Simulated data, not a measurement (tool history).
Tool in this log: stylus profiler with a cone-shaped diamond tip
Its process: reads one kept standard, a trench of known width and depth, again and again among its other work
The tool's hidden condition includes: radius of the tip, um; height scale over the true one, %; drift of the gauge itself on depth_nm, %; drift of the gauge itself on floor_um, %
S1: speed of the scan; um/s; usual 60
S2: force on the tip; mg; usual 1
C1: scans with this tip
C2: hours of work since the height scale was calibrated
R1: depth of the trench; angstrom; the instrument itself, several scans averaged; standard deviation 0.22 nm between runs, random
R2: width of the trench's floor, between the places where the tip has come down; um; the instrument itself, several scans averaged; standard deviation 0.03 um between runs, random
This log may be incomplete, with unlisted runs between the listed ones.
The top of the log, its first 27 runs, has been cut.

Run 28, hour 664: usual settings but S1 15 um/s; C1 5198; C2 134. Result: R1 10027.2 angstrom, R2 25.9 um.
Run 29, hour 681.9: usual settings but S2 0.67 mg; C1 5257; C2 143. Result: R1 10018.6 angstrom, R2 25.72 um.
Run 30, hour 706.2: usual settings but S2 1.05 mg; C1 5338; C2 155. Result: R1 10025 angstrom, R2 25.72 um.
Run 31, hour 727.3: usual settings but S1 18 um/s, S2 1.2 mg; C1 5408; C2 165. Result: R1 10032.4 angstrom, R2 25.93 um.
Run 32, hour 761.1: usual settings but S1 37 um/s, S2 2.85 mg; C1 5520; C2 181. Result: R1 10065.7 angstrom, R2 25.83 um.
Run 33, hour 782.5: usual settings but S1 37 um/s, S2 2.85 mg; C1 5591; C2 192. Result: R1 10066.3 angstrom, R2 25.82 um.
Run 34, hour 813.2: usual settings but S1 234 um/s, S2 1.04 mg; C1 5693; C2 207. Result: R1 10027.1 angstrom, R2 25.02 um.
Run 35, hour 827.1: usual settings but S1 46 um/s, S2 2.88 mg; C1 5739; C2 213. Result: R1 10066.4 angstrom, R2 25.83 um.
Run 36, hour 845.5: usual settings but S1 46 um/s, S2 2.88 mg; C1 5800; C2 222. Result: R1 10066.7 angstrom, R2 25.82 um.
Run 37, hour 874.1: usual settings but S1 47 um/s, S2 2.49 mg; C1 5894; C2 236. Result: R1 10058.8 angstrom, R2 25.75 um.
Run 38, hour 905.7: usual settings but S1 29 um/s, S2 0.45 mg; C1 5999; C2 252. Result: R1 10009.3 angstrom, R2 25.68 um.
Run 39, hour 924.3: usual settings but S1 73 um/s, S2 2.86 mg; C1 6061; C2 261. Result: R1 10063.3 angstrom, R2 25.68 um.
Run 40, hour 951.5: usual settings but S1 27 um/s, S2 1.07 mg; C1 6151; C2 274. Result: R1 10026.7 angstrom, R2 25.75 um.

For run 41, what comes out?
Run 41, hour 970.7: usual settings but S1 27 um/s, S2 0.38 mg; C1 6215; C2 283. Result: R1 ?, R2 ?.

R1: 10003.8 angstrom
R2: 25.74 um
Minus the tool's unlogged condition, the same run would have read R1 10021.3 angstrom, R2 26.4 um.
